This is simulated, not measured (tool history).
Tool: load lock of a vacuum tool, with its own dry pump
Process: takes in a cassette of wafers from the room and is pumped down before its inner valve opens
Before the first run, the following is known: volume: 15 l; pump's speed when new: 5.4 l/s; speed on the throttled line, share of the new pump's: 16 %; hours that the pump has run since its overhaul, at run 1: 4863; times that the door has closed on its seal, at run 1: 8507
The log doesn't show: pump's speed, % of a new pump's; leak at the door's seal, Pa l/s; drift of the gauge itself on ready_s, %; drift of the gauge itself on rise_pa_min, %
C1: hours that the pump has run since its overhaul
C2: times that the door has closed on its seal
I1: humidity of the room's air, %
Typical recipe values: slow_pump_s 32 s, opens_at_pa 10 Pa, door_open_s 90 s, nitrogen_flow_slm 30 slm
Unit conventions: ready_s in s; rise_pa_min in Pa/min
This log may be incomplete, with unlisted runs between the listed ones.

Run 1, hour 0: usual settings; C1 4863; C2 8507; I1 46.3. Result: ready_s 54.5 s, rise_pa_min 0.079 Pa/min.
Run 2, hour 121: usual settings; C1 4984; C2 9111; I1 44.4. Result: ready_s 54.7 s, rise_pa_min 0.083 Pa/min.
Run 3, hour 175.9: usual settings; C1 5039; C2 9385; I1 45.8. Result: ready_s 54.1 s, rise_pa_min 0.078 Pa/min.
Run 4, hour 268.5: usual settings but nitrogen_flow_slm 10 slm; C1 5131; C2 9847; I1 46.1. Result: ready_s 54.1 s, rise_pa_min 0.101 Pa/min.
Run 5, hour 363: usual settings but slow_pump_s 20 s, nitrogen_flow_slm 10 slm; C1 5226; C2 10318; I1 45.3. Result: ready_s 45.2 s, rise_pa_min 0.105 Pa/min.
Run 6, hour 436.7: usual settings but slow_pump_s 20 s, nitrogen_flow_slm 10 slm; C1 5300; C2 10686; I1 43.4. Result: ready_s 44.9 s, rise_pa_min 0.098 Pa/min.
Run 7, hour 542.1: usual settings but door_open_s 37 s; C1 5405; C2 11212; I1 43.4. Result: ready_s 55.1 s, rise_pa_min 0.088 Pa/min.
Run 8, hour 655: usual settings but door_open_s 37 s, nitrogen_flow_slm 4 slm; C1 5518; C2 11775; I1 43.7. Result: ready_s 56 s, rise_pa_min 0.098 Pa/min.
Run 9, hour 776.6: usual settings but door_open_s 37 s, nitrogen_flow_slm 4 slm; C1 5639; C2 12382; I1 45.7. Result: ready_s 54.4 s, rise_pa_min 0.108 Pa/min.
Run 10, hour 892: usual settings; C1 5755; C2 12957; I1 44.3. Result: ready_s 55.2 s, rise_pa_min 0.105 Pa/min.
Run 11, hour 991: usual settings but nitrogen_flow_slm 20 slm; C1 5854; C2 13451; I1 45.5. Result: ready_s 54.9 s, rise_pa_min 0.116 Pa/min.
Run 12, hour 1073.5: usual settings but nitrogen_flow_slm 20 slm; C1 5936; C2 13863; I1 47.2. Result: ready_s 55.4 s, rise_pa_min 0.116 Pa/min.
Run 13, hour 1147.1: usual settings but nitrogen_flow_slm 20 slm; C1 6010; C2 14230; I1 47. Result: ready_s 54.7 s, rise_pa_min 0.123 Pa/min.
Run 14, hour 1207.4: usual settings but door_open_s 169 s; C1 6070; C2 14531; I1 47.8. Result: ready_s 54.3 s, rise_pa_min 0.134 Pa/min.
Run 15, hour 1315.7: usual settings but door_open_s 169 s; C1 6178; C2 15071; I1 43.7. Result: ready_s 54.2 s, rise_pa_min 0.13 Pa/min.
Run 16, hour 1368.3: usual settings; C1 6231; C2 15334; I1 46. Result: ready_s 55.2 s, rise_pa_min 0.124 Pa/min.
Run 17, hour 1433.9: usual settings; C1 6297; C2 15661; I1 48.9. Result: ready_s 54.9 s, rise_pa_min 0.134 Pa/min.
Run 18, hour 1545.7: usual settings; C1 6409; C2 16219; I1 45.6. Result: ready_s 54.6 s, rise_pa_min 0.134 Pa/min.
Run 19, hour 1614.4: usual settings but opens_at_pa 9 Pa; C1 6477; C2 16562; I1 45.9. Result: ready_s 54.9 s, rise_pa_min 0.139 Pa/min.
Run 20, hour 1674.4: usual settings but slow_pump_s 21 s, opens_at_pa 13 Pa, door_open_s 80 s, nitrogen_flow_slm 5 slm; C1 6537; C2 16861; I1 45.1. Result: ready_s 45.8 s, rise_pa_min 0.157 Pa/min.
Run 21, hour 1752: usual settings but slow_pump_s 21 s, opens_at_pa 13 Pa, door_open_s 80 s, nitrogen_flow_slm 5 slm; C1 6615; C2 17248; I1 44.7. Result: ready_s 45.2 s, rise_pa_min 0.159 Pa/min.
Run 22, hour 1844.5: usual settings but slow_pump_s 21 s, opens_at_pa 13 Pa, door_open_s 80 s, nitrogen_flow_slm 5 slm; C1 6707; C2 17710; I1 46.3. Result: ready_s 45.8 s, rise_pa_min 0.168 Pa/min.
Run 23, hour 1950.4: usual settings but slow_pump_s 39 s, opens_at_pa 13 Pa, door_open_s 44 s, nitrogen_flow_slm 5 slm; C1 6813; C2 18238; I1 43.9. Result: ready_s 60.7 s, rise_pa_min 0.152 Pa/min.
Run 24, hour 2054.1: usual settings but nitrogen_flow_slm 32 slm; C1 6917; C2 18755; I1 46.8. Result: ready_s 55.7 s, rise_pa_min 0.157 Pa/min.
Run 25, hour 2129.2: usual settings but slow_pump_s 34 s, door_open_s 127 s; C1 6992; C2 19130; I1 44. Result: ready_s 56.8 s, rise_pa_min 0.165 Pa/min.
Run 26, hour 2231.1: usual settings but door_open_s 82 s, nitrogen_flow_slm 16 slm; C1 7094; C2 19639; I1 43.8. Result: ready_s 55.7 s, rise_pa_min 0.172 Pa/min.
Run 27, hour 2361.6: usual settings but slow_pump_s 57 s; C1 7224; C2 20290; I1 43.3. Result: ready_s 75.9 s, rise_pa_min 0.166 Pa/min.
Run 28, hour 2418.3: usual settings but opens_at_pa 8 Pa, nitrogen_flow_slm 7 slm; C1 7281; C2 20573; I1 46.5. Result: ready_s 56.9 s, rise_pa_min 0.194 Pa/min.
Run 29, hour 2512.4: usual settings but opens_at_pa 8 Pa, nitrogen_flow_slm 7 slm; C1 7375; C2 21042; I1 49.1. Result: ready_s 56.5 s, rise_pa_min 0.201 Pa/min.
Run 30, hour 2616.8: usual settings but slow_pump_s 56 s, opens_at_pa 16 Pa, door_open_s 62 s, nitrogen_flow_slm 19 slm; C1 7480; C2 21563; I1 44.9. Result: ready_s 74.1 s, rise_pa_min 0.183 Pa/min.
Run 31, hour 2684.6: usual settings but slow_pump_s 56 s, door_open_s 62 s, nitrogen_flow_slm 40 slm; C1 7547; C2 21901; I1 43.1. Result: ready_s 75.2 s, rise_pa_min 0.179 Pa/min.
Run 32, hour 2785.7: usual settings but slow_pump_s 56 s, door_open_s 62 s, nitrogen_flow_slm 40 slm; C1 7648; C2 22406; I1 43.6. Result: ready_s 75.6 s, rise_pa_min 0.186 Pa/min.
Run 33, hour 2899.5: usual settings but slow_pump_s 30 s, opens_at_pa 11 Pa, door_open_s 27 s, nitrogen_flow_slm 5 slm; C1 7762; C2 22973; I1 46. Result: ready_s 53.8 s, rise_pa_min 0.199 Pa/min.
Run 34, hour 2991.5: usual settings but slow_pump_s 45 s, opens_at_pa 12 Pa, door_open_s 30 s, nitrogen_flow_slm 5 slm; C1 7854; C2 23433; I1 42.8. Result: ready_s 65.1 s, rise_pa_min 0.202 Pa/min.
Run 35, hour 3108.8: usual settings but slow_pump_s 37 s, opens_at_pa 14 Pa, door_open_s 88 s, nitrogen_flow_slm 20 slm; C1 7972; C2 24018; I1 47.7. Result: ready_s 58 s, rise_pa_min 0.207 Pa/min.
Run 36, hour 3185.7: usual settings but slow_pump_s 37 s, opens_at_pa 14 Pa, door_open_s 239 s, nitrogen_flow_slm 6 slm; C1 8049; C2 24402; I1 45.1. Result: ready_s 58.9 s, rise_pa_min 0.266 Pa/min.
Run 37, hour 3246.6: usual settings but slow_pump_s 31 s, opens_at_pa 12 Pa, door_open_s 70 s, nitrogen_flow_slm 9 slm; C1 8109; C2 24705; I1 42.9. Result: ready_s 54.1 s, rise_pa_min 0.225 Pa/min.

Below, some changes in ready_s between adjacent runs. For each, the amount present without the hidden state too (settings, incoming material, random variation) and the amount remaining for the hidden state with gauge scatter not shared by both compared results:
Run 26 -> 27: slow_pump_s 32 -> 57, door_open_s 82 -> 90, nitrogen_flow_slm 16 -> 30. ready_s +20.2 s: hidden state -0.5, all else +20.7.
Run 27 -> 28: slow_pump_s 57 -> 32, opens_at_pa 10 -> 8, nitrogen_flow_slm 30 -> 7. ready_s -19 s: hidden state +0.6, all else -19.6.
Run 29 -> 30: slow_pump_s 32 -> 56, opens_at_pa 8 -> 16, door_open_s 90 -> 62, nitrogen_flow_slm 7 -> 19. ready_s +17.6 s: hidden state -0.6, all else +18.2.
Run 32 -> 33: slow_pump_s 56 -> 30, opens_at_pa 10 -> 11, door_open_s 62 -> 27, nitrogen_flow_slm 40 -> 5. ready_s -21.8 s: hidden state +0.6, all else -22.4.
